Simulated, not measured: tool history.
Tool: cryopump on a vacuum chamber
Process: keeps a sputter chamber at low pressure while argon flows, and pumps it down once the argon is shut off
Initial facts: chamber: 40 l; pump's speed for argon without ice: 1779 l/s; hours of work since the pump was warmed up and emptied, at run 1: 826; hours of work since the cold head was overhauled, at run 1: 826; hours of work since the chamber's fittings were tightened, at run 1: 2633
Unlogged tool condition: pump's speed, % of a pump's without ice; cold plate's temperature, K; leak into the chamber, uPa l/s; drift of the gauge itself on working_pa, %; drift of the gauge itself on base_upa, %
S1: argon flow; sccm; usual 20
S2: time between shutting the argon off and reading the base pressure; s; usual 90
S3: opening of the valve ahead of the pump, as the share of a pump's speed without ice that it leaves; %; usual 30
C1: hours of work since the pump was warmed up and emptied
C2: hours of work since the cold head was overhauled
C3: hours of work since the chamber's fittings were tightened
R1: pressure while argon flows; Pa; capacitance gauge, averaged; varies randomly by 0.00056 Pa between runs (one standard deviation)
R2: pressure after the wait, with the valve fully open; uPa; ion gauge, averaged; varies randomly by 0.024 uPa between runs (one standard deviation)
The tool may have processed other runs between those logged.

| run | hour | S1 | S2 | S3 | C1 | C2 | C3 | R1 | R2 |
|---|---|---|---|---|---|---|---|---|---|
| 1 | 0.0 | 20 | 90 | 30 | 826 | 826 | 2633 | 0.0710 | 2.21 |
| 2 | 19.3 | 12 | 90 | 30 | 837 | 837 | 2644 | 0.0429 | 2.18 |
| 3 | 42.0 | 8 | 90 | 30 | 851 | 851 | 2658 | 0.0284 | 2.15 |
| 4 | 62.0 | 8 | 90 | 30 | 863 | 863 | 2670 | 0.0288 | 2.22 |
| 5 | 98.2 | 8 | 90 | 30 | 884 | 884 | 2691 | 0.0295 | 2.30 |
| 6 | 123.4 | 8 | 90 | 30 | 899 | 899 | 2706 | 0.0284 | 2.28 |
| 7 | 139.8 | 20 | 90 | 20 | 909 | 909 | 2716 | 0.1031 | 2.28 |
| 8 | 177.0 | 20 | 90 | 20 | 931 | 931 | 2738 | 0.1037 | 2.37 |
| 9 | 213.4 | 20 | 90 | 20 | 953 | 953 | 2760 | 0.1053 | 2.38 |
| 10 | 238.4 | 20 | 167 | 30 | 968 | 968 | 2775 | 0.0737 | 2.02 |
| 11 | 259.6 | 36 | 128 | 25 | 981 | 981 | 2787 | 0.1551 | 2.22 |
| 12 | 276.7 | 21 | 56 | 17 | 991 | 991 | 2798 | 0.1274 | 2.86 |
|  | 285.3 | pump warmed up, emptied and cooled again |
| 13 | 301.5 | 20 | 197 | 20 | 10 | 1003 | 2809 | 0.0956 | 1.49 |
| 14 | 337.1 | 26 | 158 | 16 | 31 | 1024 | 2831 | 0.1537 | 1.58 |
| 15 | 371.0 | 40 | 90 | 22 | 51 | 1044 | 2851 | 0.1751 | 1.85 |
| 16 | 387.7 | 40 | 90 | 22 | 61 | 1054 | 2861 | 0.1743 | 1.92 |
| 17 | 423.5 | 12 | 32 | 19 | 82 | 1075 | 2882 | 0.0610 | 3.24 |
| 18 | 444.0 | 12 | 32 | 19 | 95 | 1088 | 2894 | 0.0606 | 3.10 |
| 19 | 475.5 | 12 | 32 | 38 | 113 | 1106 | 2913 | 0.0301 | 3.24 |
| 20 | 493.1 | 10 | 247 | 21 | 124 | 1117 | 2924 | 0.0457 | 1.49 |

Predict each of these 5 candidate next runs independently; none follows another, all start after run 20:
| A | 530.1 | 29 | 90 | 30 | 146 | 1139 | 2946 | ? | ? |
| B | 530.1 | 10 | 247 | 46 | 146 | 1139 | 2946 | ? | ? |
| C | 530.1 | 10 | 74 | 21 | 146 | 1139 | 2946 | ? | ? |
| D | 530.1 | 10 | 194 | 21 | 146 | 1139 | 2946 | ? | ? |
| E | 530.1 | 10 | 89 | 42 | 146 | 1139 | 2946 | ? | ? |

| run | R1 | R2 |
|---|---|---|
| A | 0.0939 | 1.93 |
| B | 0.0219 | 1.52 |
| C | 0.0464 | 2.13 |
| D | 0.0457 | 1.60 |
| E | 0.0237 | 1.95 |
Had the tool no hidden state, the same runs would have come out as:
| run | R1 | R2 |
|---|---|---|
| A | 0.0920 | 0.88 |
| B | 0.0212 | 0.45 |
| C | 0.0457 | 1.06 |
| D | 0.0451 | 0.50 |
| E | 0.0231 | 0.87 |

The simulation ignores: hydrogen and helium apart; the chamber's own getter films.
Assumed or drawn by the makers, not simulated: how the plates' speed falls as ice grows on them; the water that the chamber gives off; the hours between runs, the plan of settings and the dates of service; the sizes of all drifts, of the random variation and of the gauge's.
